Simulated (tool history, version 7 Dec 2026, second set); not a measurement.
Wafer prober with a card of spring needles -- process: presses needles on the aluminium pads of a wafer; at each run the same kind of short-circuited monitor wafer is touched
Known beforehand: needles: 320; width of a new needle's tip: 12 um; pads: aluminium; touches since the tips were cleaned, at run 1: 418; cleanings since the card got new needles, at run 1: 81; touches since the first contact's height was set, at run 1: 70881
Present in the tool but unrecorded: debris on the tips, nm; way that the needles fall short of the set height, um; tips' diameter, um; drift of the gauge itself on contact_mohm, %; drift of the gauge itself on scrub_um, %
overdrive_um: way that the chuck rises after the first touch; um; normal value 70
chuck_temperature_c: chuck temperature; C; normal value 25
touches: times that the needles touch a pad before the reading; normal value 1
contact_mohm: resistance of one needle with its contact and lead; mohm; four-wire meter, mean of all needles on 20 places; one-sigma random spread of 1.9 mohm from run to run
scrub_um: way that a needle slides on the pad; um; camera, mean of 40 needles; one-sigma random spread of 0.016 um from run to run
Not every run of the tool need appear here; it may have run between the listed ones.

run,day,overdrive_um,chuck_temperature_c,touches,touches since the tips were cleaned,cleanings since the card got new needles,touches since the first contact's height was set,contact_mohm,scrub_um
1,0,70,25,1,418,81,70881,203,10.79
# day 0.462: tips cleaned on abrasive film
# day 1.033: tips cleaned on abrasive film
# day 1.6: tips cleaned on abrasive film
# day 2.179: tips cleaned on abrasive film
2,2.325,70,25,1,863,85,84487,202,10.79
# day 2.671: tips cleaned on abrasive film
# day 3.242: tips cleaned on abrasive film
# day 3.821: tips cleaned on abrasive film
3,4.012,70,25,1,1141,88,94386,201,10.76
# day 4.362: tips cleaned on abrasive film
# day 4.375: height of the first contact set anew
# day 4.938: tips cleaned on abrasive film
4,5.104,70,25,1,966,90,4267,202,10.76
# day 5.454: tips cleaned on abrasive film
# day 6.029: tips cleaned on abrasive film
# day 6.538: tips cleaned on abrasive film
5,6.538,70,25,1,0,93,12662,203,10.8
# day 7.092: tips cleaned on abrasive film
# day 7.558: tips cleaned on abrasive film
# day 8.138: tips cleaned on abrasive film
# day 8.712: tips cleaned on abrasive film
6,8.75,70,25,1,216,97,25609,201,10.77
# day 9.212: tips cleaned on abrasive film
# day 9.792: tips cleaned on abrasive film
# day 10.354: tips cleaned on abrasive film
7,10.467,70,25,1,678,100,35664,204,10.78
# day 10.842: tips cleaned on abrasive film
# day 11.421: tips cleaned on abrasive film
# day 11.983: tips cleaned on abrasive film
# day 12.458: tips cleaned on abrasive film
8,12.458,70,25,1,0,104,47303,197,10.76
# day 12.921: tips cleaned on abrasive film
# day 13.5: tips cleaned on abrasive film
# day 14.067: tips cleaned on abrasive film
# day 14.583: tips cleaned on abrasive film
9,14.583,70,25,1,0,108,59747,202,10.71
# day 15.05: tips cleaned on abrasive film
# day 15.512: tips cleaned on abrasive film
10,15.754,70,25,1,1425,110,66594,204,10.76
# day 15.983: tips cleaned on abrasive film
# day 16.446: tips cleaned on abrasive film
# day 17.025: tips cleaned on abrasive film
11,17.079,84,103,3,334,113,74350,217,12.88
# day 17.533: tips cleaned on abrasive film
# day 17.996: tips cleaned on abrasive film
# day 18.554: tips cleaned on abrasive film
12,18.942,84,103,3,2285,116,85248,217,12.89
# day 19.05: tips cleaned on abrasive film
# day 19.617: tips cleaned on abrasive film
# day 20.196: tips cleaned on abrasive film
# day 20.767: tips cleaned on abrasive film
# day 20.892: height of the first contact set anew
# day 21.358: tips cleaned on abrasive film
13,21.358,70,81,3,14,121,2724,211,10.71
# day 21.933: tips cleaned on abrasive film
# day 22.5: tips cleaned on abrasive film
# day 23.062: tips cleaned on abrasive film
14,23.15,71,98,2,511,124,13200,214,10.87
# day 23.612: tips cleaned on abrasive film
# day 24.171: tips cleaned on abrasive film
15,24.171,70,25,1,0,126,19176,206,10.69

Estimate the outcome of run 16 from the log above:
# day 24.746: tips cleaned on abrasive film
# day 25.296: tips cleaned on abrasive film
16,25.367,68,94,1,417,128,26181,?,?

contact_mohm: 218 mohm
scrub_um: 10.41 um
With no hidden state in the tool, this same run would have given contact_mohm 217 mohm, scrub_um 10.5 um.
